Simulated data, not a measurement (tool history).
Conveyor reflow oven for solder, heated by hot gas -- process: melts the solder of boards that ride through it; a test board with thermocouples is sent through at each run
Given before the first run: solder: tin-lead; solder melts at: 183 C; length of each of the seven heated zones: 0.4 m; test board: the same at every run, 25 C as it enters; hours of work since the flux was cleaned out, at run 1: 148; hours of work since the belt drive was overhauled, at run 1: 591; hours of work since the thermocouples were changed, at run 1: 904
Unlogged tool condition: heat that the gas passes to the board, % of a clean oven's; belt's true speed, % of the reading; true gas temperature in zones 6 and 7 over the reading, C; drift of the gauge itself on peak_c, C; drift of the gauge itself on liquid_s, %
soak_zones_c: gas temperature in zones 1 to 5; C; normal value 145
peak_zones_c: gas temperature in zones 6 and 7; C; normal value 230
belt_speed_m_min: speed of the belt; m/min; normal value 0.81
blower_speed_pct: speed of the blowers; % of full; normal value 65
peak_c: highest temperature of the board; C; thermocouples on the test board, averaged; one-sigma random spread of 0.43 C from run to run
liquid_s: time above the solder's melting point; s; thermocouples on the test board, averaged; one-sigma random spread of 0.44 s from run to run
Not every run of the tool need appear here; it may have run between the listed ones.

run,hour,soak_zones_c,peak_zones_c,belt_speed_m_min,blower_speed_pct,hours of work since the flux was cleaned out,hours of work since the belt drive was overhauled,hours of work since the thermocouples were changed,peak_c,liquid_s
1,0,145,230,0.81,65,148,591,904,211.6,42.2
2,57.4,145,230,0.81,65,171,614,927,211.5,43.4
# hour 78.3: flux residue cleaned out of gas plates and filters
3,114.9,145,230,0.81,65,15,636,948,212.3,42.6
4,158.4,145,230,0.81,65,32,653,965,212.6,43.1
# hour 189.7: thermocouples of zones 6 and 7 changed
5,190.9,145,230,0.81,65,45,666,0,210,41.9
6,234.7,145,230,0.81,65,62,683,18,210.5,41.8
7,265.4,145,230,0.81,65,75,696,31,210.3,41.5
8,296.5,145,230,0.81,65,87,708,43,210.5,41.2
9,341.2,145,230,0.81,65,105,726,61,210.4,41.3
10,396.4,145,230,0.899,65,128,748,83,206.5,33.7
11,444,145,230,0.899,65,147,768,103,207.2,33.3
12,504.8,145,230,0.81,65,171,792,127,210.6,41.6
# hour 526: flux residue cleaned out of gas plates and filters
13,537.7,145,230,0.81,65,5,803,138,211.4,41.8
14,589.8,145,230,0.81,65,26,824,159,210.8,41.9
15,622.4,145,230,0.81,65,39,838,173,211.1,42.2
16,664.3,145,230,0.81,65,56,854,189,210.7,41.9
17,689.3,145,230,0.81,65,66,864,199,210.8,41.8
18,716.6,145,235,0.81,56,77,876,211,212.7,42.4
19,770.8,145,235,0.81,56,99,897,232,212.8,42.3
20,819.9,145,235,0.81,56,119,917,252,212.5,43.3
21,876.4,145,235,0.81,56,141,940,275,212.1,42.3
22,904.5,149,235,0.81,71,153,951,286,216.4,48.1
23,931.8,147,230,0.81,79,164,962,297,214,46.4
# hour 969.3: flux residue cleaned out of gas plates and filters
24,981.4,158,232,0.882,52,5,980,315,209.6,41
25,1041.6,145,242,0.714,69,29,1005,340,227.3,59.6
26,1093.2,155,223,0.714,89,50,1025,360,214.8,56.7
27,1144.9,145,218,0.81,67,71,1046,381,202,34.8
28,1203.9,145,218,0.81,67,95,1070,405,201.9,34.7
29,1240.5,145,218,0.81,83,109,1085,420,205.3,37.9
30,1290,145,218,0.81,83,129,1105,440,205.1,37.9
31,1341.4,145,218,0.861,77,150,1125,460,202,33.7

Hidden state or all else? Some run-to-run changes of peak_c, split into what the settings, what came in and random variation would give without the hidden state, and what is left for the hidden state (with any gauge scatter that isn't in both results):
Run 2 -> 3: flux residue cleaned out of gas plates and filters. peak_c +0.8 C: hidden state +1, all else -0.2.
Run 4 -> 5: thermocouples of zones 6 and 7 changed. peak_c -2.6 C: hidden state -2.3, all else -0.3.
Run 12 -> 13: flux residue cleaned out of gas plates and filters. peak_c +0.8 C: hidden state +1.1, all else -0.3.
Run 24 -> 25: soak_zones_c 158 -> 145, peak_zones_c 232 -> 242, belt_speed_m_min 0.882 -> 0.714, blower_speed_pct 52 -> 69. peak_c +17.7 C: hidden state -0.1, all else +17.8.
Run 25 -> 26: soak_zones_c 145 -> 155, peak_zones_c 242 -> 223, blower_speed_pct 69 -> 89. peak_c -12.5 C: hidden state -0.1, all else -12.4.
Run 26 -> 27: soak_zones_c 155 -> 145, peak_zones_c 223 -> 218, belt_speed_m_min 0.714 -> 0.81, blower_speed_pct 89 -> 67. peak_c -12.8 C: hidden state +0, all else -12.8.
